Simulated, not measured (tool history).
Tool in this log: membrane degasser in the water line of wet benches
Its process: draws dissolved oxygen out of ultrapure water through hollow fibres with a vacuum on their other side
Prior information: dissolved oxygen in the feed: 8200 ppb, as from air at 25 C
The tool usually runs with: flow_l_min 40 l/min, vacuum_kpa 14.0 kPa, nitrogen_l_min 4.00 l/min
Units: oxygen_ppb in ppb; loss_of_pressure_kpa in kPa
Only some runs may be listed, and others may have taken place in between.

run	hour	flow_l_min	vacuum_kpa	nitrogen_l_min	oxygen_ppb	loss_of_pressure_kpa
1	0.0	40	14.0	4.00	284.4	43.27
2	188.2	40	14.0	4.00	286.6	43.21
3	271.9	40	14.0	11.07	127.5	42.98
4	407.7	40	14.0	4.00	291.4	43.55
5	564.9	40	16.0	4.00	335.8	43.46
6	654.3	40	14.0	4.00	286.4	43.74
7	755.0	40	14.0	4.00	290.3	43.39
# hour 896.0: vacuum gauge calibrated
8	900.4	40	14.0	4.00	295.1	43.67
# hour 967.6: seals of the vacuum lines changed
9	1097.3	40	14.0	4.00	296.5	43.89
10	1184.1	40	14.0	4.00	297.2	43.72
# hour 1193.9: vacuum gauge calibrated, once more
11	1290.1	40	14.0	4.00	275.0	43.81
12	1466.0	40	14.0	4.00	277.8	43.34
13	1572.5	28	22.1	2.96	408.6	30.61
14	1758.3	31	27.9	4.00	443.2	33.89
15	1888.9	40	24.1	9.24	240.7	43.95
16	2086.4	40	24.1	9.24	244.8	44.06
17	2246.9	63	14.0	2.62	673.1	69.29
18	2451.2	63	13.2	4.00	481.6	69.54
19	2626.4	41	8.5	4.00	161.4	45.15
20	2792.9	40	23.1	10.42	210.8	44.14
21	2962.7	40	19.9	10.42	186.7	44.51
22	3145.3	40	19.9	10.42	191.0	44.35
23	3346.7	30	22.9	10.28	149.6	33.15
24	3480.3	30	22.9	10.28	149.3	33.23

Each row is a separate what-if for the run after 24, all from the same tool condition, not one after another. Results?
A	3649.8	42	12.5	2.15	?	?
B	3649.8	33	22.9	10.28	?	?
C	3649.8	27	29.8	3.41	?	?
D	3649.8	61	22.9	10.28	?	?
E	3649.8	24	16.0	3.36	?	?

run	oxygen_ppb	loss_of_pressure_kpa
A	434.0	46.45
B	169.0	36.99
C	491.5	29.98
D	407.4	67.66
E	219.7	26.40
The same runs, with their run-to-run variation unchanged, on a tool lacking any hidden condition would have given:
run	oxygen_ppb	loss_of_pressure_kpa
A	410.1	42.31
B	160.0	33.71
C	482.4	27.30
D	361.1	61.63
E	213.3	24.04
